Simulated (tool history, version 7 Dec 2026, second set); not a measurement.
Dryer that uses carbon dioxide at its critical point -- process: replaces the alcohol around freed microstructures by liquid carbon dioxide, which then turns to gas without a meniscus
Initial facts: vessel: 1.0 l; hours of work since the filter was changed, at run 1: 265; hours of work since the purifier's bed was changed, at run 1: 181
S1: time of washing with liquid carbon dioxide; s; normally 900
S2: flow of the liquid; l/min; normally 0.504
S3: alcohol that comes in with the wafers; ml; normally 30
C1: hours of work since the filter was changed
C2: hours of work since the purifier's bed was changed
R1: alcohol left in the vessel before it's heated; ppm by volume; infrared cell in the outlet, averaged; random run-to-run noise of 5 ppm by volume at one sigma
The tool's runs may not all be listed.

run	hour	S1	S2	S3	C1	C2	R1
1	0	900	0.504	30	265	181	63
2	9.8	540	0.504	30	272	188	546
3	14.3	960	0.504	30	275	192	49
4	20.6	960	0.504	30	279	196	53
5	26.1	900	0.504	52	283	200	86
6	32.8	900	0.504	52	288	205	94
7	39.9	900	0.504	52	293	210	99
8	46.2	1140	0.504	25	297	214	36
9	54	900	0.425	30	303	220	140
10	58.9	900	0.651	113	306	223	54
11	65.4	900	0.354	112	311	228	1240
12	73.6	1260	0.309	112	317	234	506
13	77.9	1140	0.372	112	320	237	303
14	85.8	1020	0.373	44	325	242	229

Difference, measured minus no-hidden-state, one row per run. Run-to-run variation is common to both terms; the gauge's own scatter need not be:
The hidden state here: flow that reaches the vessel past the clogged filter, %; alcohol in the recycled carbon dioxide, ppm; drift of the gauge itself on alcohol_ppm, %.
run	R1
1	+39
2	+179
3	+33
4	+35
5	+55
6	+56
7	+56
8	+29
9	+79
10	+38
11	+487
12	+241
13	+158
14	+120
